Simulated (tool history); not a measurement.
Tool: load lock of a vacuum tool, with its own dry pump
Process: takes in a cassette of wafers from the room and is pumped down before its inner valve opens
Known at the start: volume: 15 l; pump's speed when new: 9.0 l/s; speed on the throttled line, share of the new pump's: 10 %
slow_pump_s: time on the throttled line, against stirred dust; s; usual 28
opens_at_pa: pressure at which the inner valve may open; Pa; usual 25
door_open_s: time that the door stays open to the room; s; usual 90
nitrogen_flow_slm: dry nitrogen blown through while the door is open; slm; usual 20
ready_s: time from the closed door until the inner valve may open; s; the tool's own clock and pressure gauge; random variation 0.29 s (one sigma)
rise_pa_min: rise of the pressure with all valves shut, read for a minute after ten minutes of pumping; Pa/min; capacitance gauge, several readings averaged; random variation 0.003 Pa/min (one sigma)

run     hour  slow_pump_s  opens_at_pa  door_open_s  nitrogen_flow_slm  incoming humidity of the room's air, %  ready_s  rise_pa_min
  1      0.0           28           25           90                 20                                    45.1     39.8        0.596
  2    292.1           28           25           90                 20                                    44.2     39.1        0.624
  3    485.4           28           25           90                 20                                    46.6     39.2        0.046
  4    828.2           28           25           90                 20                                    44.7     39.5        0.052
  5   1188.9           21           25           90                 20                                    44.4     34.0        0.061
  6   1438.5           21           25           90                 20                                    42.0     33.3        0.062
  7   1780.2           43           25           90                 20                                    43.1     53.1        0.079
  8   2136.7           15           25           90                 20                                    44.2     28.1        0.091
  9   2509.8           28           25          141                 20                                    44.7     40.0        0.103
 10   2851.4           28           25           28                 20                                    46.5     39.7        0.107
 11   3037.1           28           25           28                 20                                    44.4     40.2        0.110
 12   3393.3           28           25           90                 11                                    48.9     40.1        0.156
 13   3785.5           28           25           90                 11                                    47.4     39.7        0.173
 14   4058.6           28           25           90                 11                                    45.1     39.7        0.184
 15   4259.5           28           25           90                 11                                    46.0     40.3        0.190
 16   4589.1           28           25           90                 20                                    43.8     40.2        0.187
 17   4821.5           28           25           90                 20                                    50.3     39.8        0.206
 18   5187.2           28           25           90                 20                                    45.8     40.3        0.220
 19   5542.8           28           25           90                 20                                    48.4     39.9        0.238
 20   5858.4           21           29          235                 19                                    45.3     33.4        0.281
 21   6124.1           21           29          235                 19                                    40.6     33.4        0.294
 22   6394.2           27           25           38                 29                                    42.6     39.4        0.279
 23   6763.1           33           43          182                  6                                    44.2     43.2        0.379
 24   7095.6           33           21           41                 39                                    43.9     44.6        0.319
 25   7262.1           33           21          220                 39                                    44.8     45.6        0.351
 26   7617.1           17           36           50                 33                                    45.3     30.1        0.373
 27   7919.3           26           20          125                  4                                    44.6     38.7        0.472
 28   8109.0           26           20          125                  4                                    44.7     39.0        0.484
 29   8350.6           28           25           26                 20                                    43.9     40.2        0.439
 30   8592.3           28           21           27                 22                                    40.9     40.5        0.451
 31   8917.7           51           24          165                 18                                    44.5     61.3        0.503
 32   9123.7           30           32          134                  6                                    44.4     41.8        0.547
 33   9334.1           31           32          134                 26                                    45.4     42.5        0.526
 34   9636.9           35           31          160                 32                                    46.4     46.1        0.549
 35   9955.1           28           36          168                 20                                    48.0     40.0        0.061
 36  10183.6           28           36          168                 20                                    43.9     39.7        0.069
 37  10570.4           28           25           38                 20                                    45.2     40.5        0.056

Not shown: 2 entries that the log had between the listed runs. Between which runs, and how does the tool's hidden state differ before and after?
Between runs 2 and 3: door's seal changed, seat wiped (hour 437.7)
  pump's speed, % of a new pump's: 96.6 -> 96.5; leak at the door's seal, Pa l/s: 0.1466 -> 0.003
  measured less the result without the state, ready_s: +0.4 -> +0.4 s; rise_pa_min: +0.580 -> +0.004 Pa/min
Between runs 34 and 35: door's seal changed, seat wiped (hour 9786.7)
  pump's speed, % of a new pump's: 90.7 -> 90.5; leak at the door's seal, Pa l/s: 0.1296 -> 0.0037
  measured less the result without the state, ready_s: +1.0 -> +1.1 s; rise_pa_min: +0.511 -> +0.007 Pa/min
